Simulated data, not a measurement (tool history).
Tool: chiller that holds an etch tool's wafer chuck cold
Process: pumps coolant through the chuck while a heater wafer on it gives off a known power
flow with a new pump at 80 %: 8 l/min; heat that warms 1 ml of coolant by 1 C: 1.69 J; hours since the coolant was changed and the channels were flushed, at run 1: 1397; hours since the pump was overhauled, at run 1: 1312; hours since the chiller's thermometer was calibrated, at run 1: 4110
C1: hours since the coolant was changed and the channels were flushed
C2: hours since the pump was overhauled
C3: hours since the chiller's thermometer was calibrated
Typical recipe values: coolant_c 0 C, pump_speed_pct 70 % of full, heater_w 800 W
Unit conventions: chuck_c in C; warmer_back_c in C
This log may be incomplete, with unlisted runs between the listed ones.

run 1 day=0 | coolant_c=0 pump_speed_pct=70 heater_w=800 | C1=1397 C2=1312 C3=4110 | chuck_c=8.62 warmer_back_c=4.11
run 2 day=0.571 | coolant_c=0 pump_speed_pct=70 heater_w=800 | C1=1410 C2=1325 C3=4124 | chuck_c=8.56 warmer_back_c=4.11
run 3 day=1.533 | coolant_c=-1 pump_speed_pct=70 heater_w=800 | C1=1433 C2=1348 C3=4147 | chuck_c=7.53 warmer_back_c=4.18
run 4 day=2.592 | coolant_c=-1 pump_speed_pct=70 heater_w=800 | C1=1459 C2=1374 C3=4172 | chuck_c=7.63 warmer_back_c=4.09
run 5 day=3.742 | coolant_c=-1 pump_speed_pct=70 heater_w=800 | C1=1486 C2=1401 C3=4200 | chuck_c=7.46 warmer_back_c=4.14
run 6 day=4.567 | coolant_c=-1 pump_speed_pct=70 heater_w=800 | C1=1506 C2=1421 C3=4219 | chuck_c=7.64 warmer_back_c=4.15
run 7 day=5.321 | coolant_c=-1 pump_speed_pct=70 heater_w=588 | C1=1524 C2=1439 C3=4237 | chuck_c=5.57 warmer_back_c=3.1
run 8 day=6.117 | coolant_c=0 pump_speed_pct=70 heater_w=800 | C1=1543 C2=1458 C3=4257 | chuck_c=8.59 warmer_back_c=4.12
run 9 day=6.904 | coolant_c=-9 pump_speed_pct=70 heater_w=800 | C1=1562 C2=1477 C3=4276 | chuck_c=-0.36 warmer_back_c=4.13
run 10 day=8.242 | coolant_c=0 pump_speed_pct=70 heater_w=800 | C1=1594 C2=1509 C3=4308 | chuck_c=8.63 warmer_back_c=4.17
run 11 day=9.042 | coolant_c=0 pump_speed_pct=70 heater_w=800 | C1=1614 C2=1529 C3=4327 | chuck_c=8.64 warmer_back_c=4.18
run 12 day=10.079 | coolant_c=0 pump_speed_pct=62 heater_w=800 | C1=1638 C2=1553 C3=4352 | chuck_c=9.38 warmer_back_c=4.67
run 13 day=11.038 | coolant_c=0 pump_speed_pct=69 heater_w=800 | C1=1661 C2=1576 C3=4375 | chuck_c=8.64 warmer_back_c=4.17
run 14 day=12.392 | coolant_c=0 pump_speed_pct=69 heater_w=800 | C1=1694 C2=1609 C3=4407 | chuck_c=8.75 warmer_back_c=4.23
run 15 day=13.229 | coolant_c=8 pump_speed_pct=70 heater_w=1087 | C1=1714 C2=1629 C3=4427 | chuck_c=19.49 warmer_back_c=5.61
-- day=13.396 chiller's thermometer calibrated
run 16 day=14.408 | coolant_c=8 pump_speed_pct=70 heater_w=1087 | C1=1741 C2=1656 C3=24 | chuck_c=19.85 warmer_back_c=5.64
run 17 day=15.046 | coolant_c=0 pump_speed_pct=90 heater_w=800 | C1=1757 C2=1672 C3=40 | chuck_c=7.83 warmer_back_c=3.23
-- day=15.667 chiller's thermometer calibrated, once more
run 18 day=15.85 | coolant_c=0 pump_speed_pct=80 heater_w=800 | C1=1775 C2=1690 C3=4 | chuck_c=7.52 warmer_back_c=3.69
run 19 day=17.229 | coolant_c=9 pump_speed_pct=62 heater_w=800 | C1=1808 C2=1723 C3=37 | chuck_c=18.26 warmer_back_c=4.67
run 20 day=18.458 | coolant_c=9 pump_speed_pct=62 heater_w=800 | C1=1838 C2=1753 C3=67 | chuck_c=17.85 warmer_back_c=4.75
run 21 day=19.692 | coolant_c=9 pump_speed_pct=62 heater_w=800 | C1=1867 C2=1782 C3=97 | chuck_c=17.97 warmer_back_c=4.67
run 22 day=20.467 | coolant_c=-7 pump_speed_pct=70 heater_w=800 | C1=1886 C2=1801 C3=115 | chuck_c=1.28 warmer_back_c=4.22
run 23 day=21.167 | coolant_c=-5 pump_speed_pct=73 heater_w=687 | C1=1903 C2=1818 C3=132 | chuck_c=1.77 warmer_back_c=3.43
run 24 day=21.825 | coolant_c=10 pump_speed_pct=61 heater_w=687 | C1=1918 C2=1833 C3=148 | chuck_c=17.7 warmer_back_c=4.08
run 25 day=23.075 | coolant_c=10 pump_speed_pct=61 heater_w=687 | C1=1948 C2=1863 C3=178 | chuck_c=17.61 warmer_back_c=4.1
run 26 day=23.7 | coolant_c=-6 pump_speed_pct=85 heater_w=687 | C1=1963 C2=1878 C3=193 | chuck_c=0.23 warmer_back_c=2.96

Take each entry between the runs: how does the hidden state at the last listed run before it differ from the hidden state at the first listed run after it?
Runs 15 to 16: chiller's thermometer calibrated (day 13.396)
  heat passed by the chuck's channels, % of clean ones': 96.9 -> 96.8; flow at a given pump speed, % of a new pump's: 96.9 -> 96.8; coolant's true temperature over the reading, C: 0.53 -> 0.84
  measured less the result without the state, chuck_c: +1.01 -> +1.32 C; warmer_back_c: +0.18 -> +0.18 C
Runs 17 to 18: chiller's thermometer calibrated, once more (day 15.667)
  flow at a given pump speed, % of a new pump's: 96.8 -> 96.7; coolant's true temperature over the reading, C: 0.84 -> -0.02
  measured less the result without the state, chuck_c: +1.15 -> +0.32 C; warmer_back_c: +0.11 -> +0.12 C
